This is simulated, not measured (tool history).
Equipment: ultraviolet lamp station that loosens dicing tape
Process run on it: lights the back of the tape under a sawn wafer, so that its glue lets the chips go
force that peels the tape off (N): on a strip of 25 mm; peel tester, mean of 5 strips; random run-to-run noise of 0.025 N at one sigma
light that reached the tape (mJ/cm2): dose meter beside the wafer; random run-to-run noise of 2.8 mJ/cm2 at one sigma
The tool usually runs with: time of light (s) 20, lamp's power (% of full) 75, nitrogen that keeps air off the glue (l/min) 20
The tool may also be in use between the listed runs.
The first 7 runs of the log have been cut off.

run	hour	time of light (s)	lamp's power (% of full)	nitrogen that keeps air off the glue (l/min)	force that peels the tape off (N)	light that reached the tape (mJ/cm2)
8	84	20	75	9	2.642	341
9	98.1	20	75	9	2.695	336
10	109.6	20	75	9	2.767	335
11	121.3	20	75	9	2.745	333
12	136.1	20	75	20	1.772	333
13	145.7	20	75	20	1.787	330
14	159.6	20	75	20	1.813	328
15	170.1	20	75	20	1.786	331
16	183.8	20	75	20	1.818	320
17	196.8	20	75	20	1.807	320
18	205.7	20	75	20	1.837	324
19	213.1	20	75	20	1.866	322
20	223.7	20	75	20	1.853	321
21	239.1	20	82	20	1.565	349
22	251.1	20	82	20	1.589	339
23	266.3	20	93	20	1.309	389
24	276.7	20	91	19	1.35	378
25	284.8	15	96	11	2.943	298
# hour 295.1: window cleaned of glue's vapour
26	299	34	69	20	0.618	530
27	315.5	14	91	16	2.572	288

Run 28 is up next; what results do you expect?
28	323.1	23	61	16	?	?

Run 28 produced force that peels the tape off (N) 2.119, light that reached the tape (mJ/cm2) 316.
Minus the tool's unlogged condition, the same run would have read force that peels the tape off (N) 1.593, light that reached the tape (mJ/cm2) 370.

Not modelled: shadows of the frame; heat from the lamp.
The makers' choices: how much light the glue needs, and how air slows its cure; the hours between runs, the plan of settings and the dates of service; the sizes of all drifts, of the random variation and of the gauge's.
